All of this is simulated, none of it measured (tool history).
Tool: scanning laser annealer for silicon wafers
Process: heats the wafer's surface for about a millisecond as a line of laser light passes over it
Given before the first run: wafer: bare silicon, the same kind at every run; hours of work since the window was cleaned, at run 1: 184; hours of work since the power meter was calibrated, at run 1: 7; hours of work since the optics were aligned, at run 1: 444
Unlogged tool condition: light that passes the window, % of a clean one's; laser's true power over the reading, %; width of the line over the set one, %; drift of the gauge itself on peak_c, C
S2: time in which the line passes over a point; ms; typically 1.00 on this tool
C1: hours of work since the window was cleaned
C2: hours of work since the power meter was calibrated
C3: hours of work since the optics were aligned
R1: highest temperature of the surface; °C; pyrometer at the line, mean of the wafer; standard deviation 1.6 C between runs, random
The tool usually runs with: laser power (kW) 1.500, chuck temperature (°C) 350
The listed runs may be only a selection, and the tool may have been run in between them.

Run 1, hour 0.0: usual settings; C1 184; C2 7; C3 444. Result: R1 1195 °C.
Run 2, hour 11.1: usual settings; C1 190; C2 13; C3 450. Result: R1 1195 °C.
Run 3, hour 24.2: usual settings; C1 197; C2 20; C3 458. Result: R1 1195 °C.
Run 4, hour 31.3: usual settings; C1 201; C2 24; C3 461. Result: R1 1194 °C.
Run 5, hour 40.7: usual settings; C1 206; C2 29; C3 467. Result: R1 1192 °C.
Run 6, hour 53.5: usual settings; C1 213; C2 36; C3 473. Result: R1 1195 °C.
Run 7, hour 65.5: usual settings; C1 219; C2 43; C3 480. Result: R1 1197 °C.
Run 8, hour 75.8: usual settings; C1 225; C2 48; C3 486. Result: R1 1192 °C.
Run 9, hour 83.1: usual settings; C1 229; C2 52; C3 490. Result: R1 1194 °C.
Run 10, hour 90.2: usual settings; C1 233; C2 56; C3 493. Result: R1 1194 °C.
Run 11, hour 101.3: usual settings; C1 239; C2 62; C3 499. Result: R1 1191 °C.
Run 12, hour 114.8: usual settings; C1 246; C2 69; C3 507. Result: R1 1197 °C.
Run 13, hour 122.8: usual settings; C1 250; C2 74; C3 511. Result: R1 1195 °C.
Run 14, hour 130.5: usual settings; C1 255; C2 78; C3 515. Result: R1 1196 °C.
Run 15, hour 145.3: usual settings but laser power (kW) 1.575, chuck temperature (°C) 328; C1 263; C2 86; C3 523. Result: R1 1219 °C.
Run 16, hour 156.0: usual settings but laser power (kW) 1.601, S2 0.80 ms, chuck temperature (°C) 371; C1 268; C2 92; C3 529. Result: R1 1193 °C.
Run 17, hour 170.6: usual settings but S2 1.01 ms, chuck temperature (°C) 325; C1 276; C2 99; C3 537. Result: R1 1173 °C.
Run 18, hour 177.4: usual settings but S2 1.01 ms, chuck temperature (°C) 325; C1 280; C2 103; C3 541. Result: R1 1174 °C.
Run 19, hour 186.4: usual settings but laser power (kW) 1.589, S2 1.01 ms, chuck temperature (°C) 378; C1 285; C2 108; C3 545. Result: R1 1280 °C.
Run 20, hour 200.2: usual settings but laser power (kW) 1.589, S2 1.01 ms, chuck temperature (°C) 378; C1 292; C2 115; C3 553. Result: R1 1282 °C.
Run 21, hour 207.2: usual settings but laser power (kW) 1.589, S2 1.01 ms, chuck temperature (°C) 378; C1 296; C2 119; C3 557. Result: R1 1279 °C.

What will run 22 give?
Run 22, hour 219.6: usual settings but laser power (kW) 1.589, S2 1.01 ms, chuck temperature (°C) 369; C1 303; C2 126; C3 563. Result: R1 ?.

{"run 22": {"R1": 1272}}
If the tool had no hidden condition, the same run with the same run-to-run variation would have returned R1 1274 °C.
